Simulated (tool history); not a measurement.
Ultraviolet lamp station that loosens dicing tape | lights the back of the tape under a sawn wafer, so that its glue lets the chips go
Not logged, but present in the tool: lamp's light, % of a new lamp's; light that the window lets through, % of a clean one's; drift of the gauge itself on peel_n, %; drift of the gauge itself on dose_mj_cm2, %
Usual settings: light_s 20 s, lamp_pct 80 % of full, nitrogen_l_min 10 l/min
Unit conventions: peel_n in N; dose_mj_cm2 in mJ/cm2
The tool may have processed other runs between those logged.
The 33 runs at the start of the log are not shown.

| run | day | light_s | lamp_pct | nitrogen_l_min | hours of work of the lamp | hours of work since the window was cleaned | peel_n | dose_mj_cm2 |
|---|---|---|---|---|---|---|---|---|
| 34 | 17.725 | 35 | 65 | 8 | 434 | 149 | 0.805 | 330 |
| 35 | 18.433 | 12 | 77 | 8 | 446 | 161 | 3.505 | 133 |
| 36 | 18.754 | 22 | 85 | 10 | 451 | 166 | 1.106 | 263 |
| 37 | 19.292 | 22 | 64 | 10 | 460 | 175 | 1.874 | 195 |
| 38 | 19.908 | 14 | 78 | 10 | 470 | 185 | 2.768 | 151 |
| 39 | 20.200 | 13 | 80 | 19 | 475 | 190 | 2.563 | 144 |
| 40 | 20.521 | 13 | 80 | 19 | 480 | 195 | 2.531 | 137 |
| 41 | 21.208 | 29 | 88 | 3 | 492 | 207 | 1.240 | 346 |
| 42 | 21.862 | 13 | 69 | 10 | 502 | 217 | 3.605 | 121 |
| 43 | 22.467 | 13 | 69 | 10 | 512 | 227 | 3.760 | 118 |

Each row is a separate what-if for the run after 43, all from the same tool condition, not one after another. Results?
| A | 23.171 | 11 | 87 | 15 | 524 | 239 | ? | ? |
| B | 23.171 | 14 | 80 | 12 | 524 | 239 | ? | ? |
| C | 23.171 | 20 | 64 | 10 | 524 | 239 | ? | ? |

| run | peel_n | dose_mj_cm2 |
|---|---|---|
| A | 3.094 | 124 |
| B | 2.719 | 146 |
| C | 2.405 | 172 |
What these runs would have given with no unlogged condition in the tool:
| run | peel_n | dose_mj_cm2 |
|---|---|---|
| A | 1.623 | 195 |
| B | 1.333 | 229 |
| C | 1.114 | 267 |
